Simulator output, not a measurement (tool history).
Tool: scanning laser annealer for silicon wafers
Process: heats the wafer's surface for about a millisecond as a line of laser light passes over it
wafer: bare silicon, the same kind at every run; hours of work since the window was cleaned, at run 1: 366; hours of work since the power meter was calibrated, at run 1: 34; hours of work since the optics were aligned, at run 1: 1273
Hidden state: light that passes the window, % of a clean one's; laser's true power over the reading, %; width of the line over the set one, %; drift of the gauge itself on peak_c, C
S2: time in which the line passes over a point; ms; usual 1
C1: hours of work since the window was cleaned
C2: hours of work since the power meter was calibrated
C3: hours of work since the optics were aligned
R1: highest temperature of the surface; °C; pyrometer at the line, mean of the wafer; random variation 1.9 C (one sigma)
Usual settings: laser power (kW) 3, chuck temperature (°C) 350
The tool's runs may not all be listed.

{"run": 1, "day": 0.0, "laser power (kW)": 3, "S2": 1, "chuck temperature (°C)": 350, "C1": 366, "C2": 34, "C3": 1273, "R1": 1148}
{"run": 2, "day": 0.483, "laser power (kW)": 2.808, "S2": 1, "chuck temperature (°C)": 350, "C1": 373, "C2": 42, "C3": 1281, "R1": 1099}
{"run": 3, "day": 1.15, "laser power (kW)": 2.808, "S2": 1, "chuck temperature (°C)": 350, "C1": 384, "C2": 52, "C3": 1292, "R1": 1099}
{"run": 4, "day": 1.671, "laser power (kW)": 2.808, "S2": 1, "chuck temperature (°C)": 350, "C1": 392, "C2": 60, "C3": 1300, "R1": 1100}
{"run": 5, "day": 2.3, "laser power (kW)": 3, "S2": 1.04, "chuck temperature (°C)": 350, "C1": 402, "C2": 70, "C3": 1310, "R1": 1163}
{"run": 6, "day": 3.046, "laser power (kW)": 3, "S2": 1.04, "chuck temperature (°C)": 350, "C1": 414, "C2": 82, "C3": 1321, "R1": 1166}
{"run": 7, "day": 3.654, "laser power (kW)": 3, "S2": 1.04, "chuck temperature (°C)": 350, "C1": 423, "C2": 92, "C3": 1331, "R1": 1164}
{"run": 8, "day": 4.017, "laser power (kW)": 3, "S2": 1, "chuck temperature (°C)": 350, "C1": 429, "C2": 97, "C3": 1337, "R1": 1146}
{"run": 9, "day": 4.5, "laser power (kW)": 3, "S2": 1, "chuck temperature (°C)": 350, "C1": 436, "C2": 105, "C3": 1344, "R1": 1146}
{"run": 10, "day": 5.112, "laser power (kW)": 3, "S2": 1, "chuck temperature (°C)": 350, "C1": 446, "C2": 114, "C3": 1354, "R1": 1146}
{"run": 11, "day": 5.621, "laser power (kW)": 3, "S2": 1, "chuck temperature (°C)": 387, "C1": 454, "C2": 122, "C3": 1362, "R1": 1181}
{"run": 12, "day": 6.042, "laser power (kW)": 3, "S2": 1, "chuck temperature (°C)": 387, "C1": 461, "C2": 129, "C3": 1368, "R1": 1179}

Forecast run 13:
{"run": 13, "day": 6.525, "laser power (kW)": 2.616, "S2": 1, "chuck temperature (°C)": 371, "C1": 468, "C2": 137, "C3": 1376, "R1": "?"}

{"run 13": {"R1": 1067}}
Without the tool's hidden state the same run would have given R1 1097 °C.

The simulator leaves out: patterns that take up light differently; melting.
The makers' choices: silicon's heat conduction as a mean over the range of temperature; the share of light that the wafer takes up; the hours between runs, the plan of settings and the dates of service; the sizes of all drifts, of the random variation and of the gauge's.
